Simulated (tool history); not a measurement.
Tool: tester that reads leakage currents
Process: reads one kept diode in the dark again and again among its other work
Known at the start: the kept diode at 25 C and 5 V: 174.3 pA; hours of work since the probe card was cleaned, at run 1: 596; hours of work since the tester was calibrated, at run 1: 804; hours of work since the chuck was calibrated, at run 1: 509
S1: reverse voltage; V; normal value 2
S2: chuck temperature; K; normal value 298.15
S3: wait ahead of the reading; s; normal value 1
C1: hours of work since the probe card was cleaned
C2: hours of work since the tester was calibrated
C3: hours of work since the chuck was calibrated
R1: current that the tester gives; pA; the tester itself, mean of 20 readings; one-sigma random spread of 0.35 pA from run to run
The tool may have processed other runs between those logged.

| run | day | S1 | S2 | S3 | C1 | C2 | C3 | R1 |
|---|---|---|---|---|---|---|---|---|
| 1 | 0 | 2 | 298.15 | 1 | 596 | 804 | 509 | 111.57 |
| 2 | 1.517 | 2 | 298.15 | 1 | 618 | 826 | 531 | 111.45 |
| 3 | 2.792 | 2 | 298.15 | 1 | 637 | 845 | 549 | 111.58 |
| 4 | 4.371 | 2 | 298.15 | 1 | 660 | 868 | 572 | 110.8 |
| 5 | 5.604 | 2 | 298.15 | 1 | 678 | 886 | 590 | 110.97 |
| 6 | 7.133 | 2 | 298.15 | 2.65 | 700 | 908 | 612 | 110.34 |
| 7 | 7.938 | 2 | 298.15 | 2.65 | 712 | 919 | 624 | 110.12 |
|  | 8.162 | chuck's temperature calibrated |
| 8 | 9.175 | 2 | 298.15 | 2.65 | 729 | 936 | 15 | 108.31 |
| 9 | 10.462 | 2 | 298.15 | 2.65 | 747 | 955 | 33 | 108.23 |
| 10 | 11.117 | 2 | 298.15 | 2.65 | 757 | 964 | 43 | 108.4 |
|  | 11.879 | chuck's temperature calibrated, once more |
| 11 | 12.171 | 2 | 298.15 | 2.65 | 771 | 979 | 4 | 115.86 |
| 12 | 12.879 | 2 | 298.15 | 2.65 | 781 | 989 | 15 | 116.57 |
| 13 | 13.912 | 2 | 298.15 | 2.65 | 796 | 1004 | 30 | 116.33 |
| 14 | 15.425 | 2 | 298.15 | 2.65 | 818 | 1026 | 52 | 115.83 |
| 15 | 16.842 | 11.35 | 319.15 | 0.61 | 839 | 1046 | 72 | 1527.17 |

What will run 16 give?
| 16 | 17.654 | 11.35 | 319.15 | 0.61 | 851 | 1058 | 84 | ? |

Run 16 gave R1 1529.54 pA.
Minus the tool's unlogged condition, the same run would have read R1 1527.26 pA.
